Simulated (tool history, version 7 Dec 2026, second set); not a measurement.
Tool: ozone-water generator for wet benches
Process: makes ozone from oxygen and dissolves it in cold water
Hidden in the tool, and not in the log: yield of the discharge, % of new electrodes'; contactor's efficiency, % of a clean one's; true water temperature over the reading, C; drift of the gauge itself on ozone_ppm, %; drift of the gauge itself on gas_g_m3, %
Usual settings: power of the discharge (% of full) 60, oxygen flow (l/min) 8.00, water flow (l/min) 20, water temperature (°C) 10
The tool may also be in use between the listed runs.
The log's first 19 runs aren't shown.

run	hour	power of the discharge (% of full)	oxygen flow (l/min)	water flow (l/min)	water temperature (°C)	hours of work since the electrodes were changed	hours of work since the contactor was cleaned	hours of work since the thermometer was calibrated	dissolved ozone (ppm)	ozone in the gas ahead of the water (g/m3)
20	2788.8	95	10.70	12	14	4306	818	425	27.4	134.4
21	2948.7	74	8.08	20	14	4464	977	583	16.4	131.9
22	3044.7	89	4.45	14	13	4559	1071	678	25.1	194.0
# hour 3076.7: contactor cleaned, once more
23	3213.0	60	4.99	26	7	4722	135	840	12.2	146.3
24	3325.0	60	4.99	26	7	4833	246	951	12.1	145.7
25	3485.4	55	4.99	26	13	4991	404	1110	10.7	138.6
26	3574.7	55	4.99	26	13	5079	492	1198	10.8	137.3
27	3712.7	60	8.64	17	11	5216	629	1335	17.7	111.3
28	3857.1	99	6.63	28	5	5359	772	1477	15.9	167.9
29	3938.3	60	6.51	19	5	5439	852	1558	18.0	125.6
30	4099.6	60	6.51	19	5	5599	1011	1717	17.6	124.7
31	4216.8	60	8.00	26	9	5715	1127	1833	12.6	113.2
32	4376.8	79	6.17	14	13	5873	1286	1991	23.9	150.7

3 ways to go on from here, each from the tool as it stands after run 32. What would each give?
A	4526.1	79	9.18	14	13	6020	1433	2139	?	?
B	4526.1	87	7.35	16	13	6020	1433	2139	?	?
C	4526.1	60	7.04	20	10	6020	1433	2139	?	?

run	dissolved ozone (ppm)	ozone in the gas ahead of the water (g/m3)
A	22.7	122.9
B	22.3	144.2
C	15.6	120.2
Without the tool's hidden state the same runs would have given:
run	dissolved ozone (ppm)	ozone in the gas ahead of the water (g/m3)
A	26.9	143.8
B	26.7	170.2
C	18.0	137.2
